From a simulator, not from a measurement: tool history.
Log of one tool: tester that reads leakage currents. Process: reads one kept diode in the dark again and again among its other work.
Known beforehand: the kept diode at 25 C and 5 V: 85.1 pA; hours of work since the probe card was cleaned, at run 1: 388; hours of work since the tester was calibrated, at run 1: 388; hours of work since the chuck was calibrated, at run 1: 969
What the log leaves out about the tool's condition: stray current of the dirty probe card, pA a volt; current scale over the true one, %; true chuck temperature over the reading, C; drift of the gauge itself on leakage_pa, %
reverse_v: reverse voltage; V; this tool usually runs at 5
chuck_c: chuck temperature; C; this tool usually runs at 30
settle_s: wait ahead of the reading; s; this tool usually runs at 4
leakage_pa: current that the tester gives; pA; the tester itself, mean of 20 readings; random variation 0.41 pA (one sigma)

run	day	reverse_v	chuck_c	settle_s	hours of work since the probe card was cleaned	hours of work since the tester was calibrated	hours of work since the chuck was calibrated	leakage_pa
1	0	5	30	4	388	388	969	125.39
2	7.988	5	30	4	495	495	1077	123.37
# day 9.975: chuck's temperature calibrated
3	14.375	5	30	4	580	580	59	135.18
4	20.021	5	30	8.3	656	656	135	134.24
5	25.162	5	26	4	725	725	204	92.12
6	29.5	5	26	4	784	784	263	92.43
7	35.471	5	26	4	864	864	343	92.02
8	40.338	5	26	4	930	930	409	91.19
9	47.5	5	30	4	1026	1026	505	129.93
10	51.167	5	30	5.29	1076	1076	555	129.48
11	56.675	5	34	4	1150	1150	629	184.93
12	63.729	5	25	4	1245	1245	724	81.27
13	67.362	5	25	4	1294	1294	773	81.22
14	73.642	5	25	4	1378	1378	857	80.7
15	81.504	5	30	4	1484	1484	963	125.46
16	87.788	5	30	4	1569	1569	1048	124.94
# day 92.208: chuck's temperature calibrated
17	93.958	9.6	30	4	1651	1651	24	187.19
18	98.65	9.6	30	4	1714	1714	87	186.25
19	103.129	9.6	30	4	1774	1774	147	185.56
20	108.671	5	30	4	1849	1849	222	140.08
21	112.862	5	30	4	1905	1905	278	138.1
22	119.629	2.52	21	1.08	1996	1996	369	45.39
23	125.8	2.52	21	1.08	2079	2079	452	45.13
24	132.233	2.52	21	1.08	2166	2166	539	45.13
25	137.517	2.52	21	1.08	2237	2237	610	44.6
26	141.212	2.52	21	1.08	2287	2287	660	44.48
27	146.612	2.52	21	1.08	2360	2360	732	44.35
28	151.292	17.13	37	1.08	2423	2423	796	417.98
29	157.467	1.51	25	0.74	2506	2506	879	50.7
30	165.396	1.01	30	5.2	2612	2612	985	66.29
31	168.942	1.44	30	0.48	2660	2660	1033	77.11
32	172.6	1.44	30	0.48	2709	2709	1082	77.31
# day 174.088: chuck's temperature calibrated
33	175.983	1.74	38	4	2754	2754	26	179.65
34	181.658	2.73	30	4	2830	2830	102	107.47
35	188.529	2.73	30	4	2923	2923	194	106.51
36	194.738	2.73	30	4	3006	3006	278	105.84
37	202.688	1.61	42	2.74	3113	3113	385	237.42
38	208.771	4.54	56	5.76	3195	3195	467	1121.95
39	215.246	5	41	3.41	3282	3282	554	347.97

Results for each run, recomputed without the tool's hidden state and with each run's random variation untouched:
run	leakage_pa
1	136.35
2	135.31
3	135.86
4	135.67
5	93.32
6	94.03
7	94.17
8	93.79
9	135
10	135.04
11	194.52
12	85.44
13	85.7
14	85.69
15	135.18
16	135.5
17	177.63
18	177.57
19	177.66
20	136.07
21	134.77
22	44.15
23	44.19
24	44.5
25	44.22
26	44.27
27	44.38
28	423.06
29	52.32
30	69.67
31	81.11
32	81.62
33	177.25
34	105.38
35	105.28
36	105.28
37	241.73
38	1148.57
39	356.55
